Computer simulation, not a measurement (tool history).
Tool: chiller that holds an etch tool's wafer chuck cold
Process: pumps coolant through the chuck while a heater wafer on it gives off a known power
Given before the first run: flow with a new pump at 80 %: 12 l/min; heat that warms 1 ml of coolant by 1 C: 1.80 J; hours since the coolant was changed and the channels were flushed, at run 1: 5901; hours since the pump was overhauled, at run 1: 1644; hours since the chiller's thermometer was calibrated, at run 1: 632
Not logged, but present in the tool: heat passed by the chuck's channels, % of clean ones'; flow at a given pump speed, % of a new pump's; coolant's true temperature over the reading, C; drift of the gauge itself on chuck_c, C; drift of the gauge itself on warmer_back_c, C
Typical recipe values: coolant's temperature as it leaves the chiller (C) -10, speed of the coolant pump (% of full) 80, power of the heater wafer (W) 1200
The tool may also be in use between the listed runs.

run,hour,coolant's temperature as it leaves the chiller (C),speed of the coolant pump (% of full),power of the heater wafer (W),hours since the coolant was changed and the channels were flushed,hours since the pump was overhauled,hours since the chiller's thermometer was calibrated,chuck's temperature once it has settled (C),how much warmer the coolant comes back (C)
1,0.0,-10,80,1200,5901,1644,632,0.5,3.41
2,51.0,-10,80,1200,5952,1695,683,0.5,3.46
3,80.3,-10,78,1200,5981,1724,712,0.7,3.55
4,111.8,-10,78,1200,6013,1756,743,0.8,3.52
5,161.0,-10,80,1200,6062,1805,793,0.6,3.41
6,200.0,-10,80,1200,6101,1844,832,0.6,3.46
7,245.7,-10,80,1200,6147,1890,877,0.5,3.52
8,313.5,-10,75,1200,6214,1958,945,1.1,3.72
9,379.5,-10,75,1200,6281,2024,1011,1.2,3.74
10,440.6,-10,80,1200,6342,2085,1072,0.6,3.47
11,499.0,-10,80,1200,6400,2143,1131,0.5,3.55
12,535.7,-10,80,1200,6437,2180,1167,0.7,3.48
13,586.0,-10,80,1200,6487,2230,1218,0.7,3.45
14,634.4,-10,80,1200,6535,2278,1266,0.6,3.47
15,697.0,-16,76,853,6598,2341,1329,-8.1,2.59
16,744.4,-16,76,853,6645,2388,1376,-8.0,2.64
17,791.8,-16,67,853,6693,2436,1423,-7.0,3.04
18,855.8,-3,67,853,6757,2500,1487,5.9,3.09
19,894.9,-1,80,1393,6796,2539,1527,11.6,4.09
20,959.6,-10,81,1518,6861,2604,1591,3.5,4.34
21,1014.3,-10,81,1518,6915,2658,1646,3.5,4.34
22,1064.3,-14,77,1518,6965,2708,1696,0.1,4.65

Branching from run 22: 4 alternative next runs. What would each branch give?
A,1098.9,-10,69,1200,7000,2743,1730,?,?
B,1098.9,-11,80,1385,7000,2743,1730,?,?
C,1098.9,-14,61,1518,7000,2743,1730,?,?
D,1098.9,-5,80,658,7000,2743,1730,?,?

run,chuck's temperature once it has settled (C),how much warmer the coolant comes back (C)
A,2.5,4.17
B,1.5,4.04
C,3.7,6.07
D,0.9,1.92
Take away the tool's hidden state, keep each run's random variation, and the runs would have read:
run,chuck's temperature once it has settled (C),how much warmer the coolant comes back (C)
A,0.3,3.98
B,-0.6,3.85
C,0.6,5.78
D,0.0,1.83
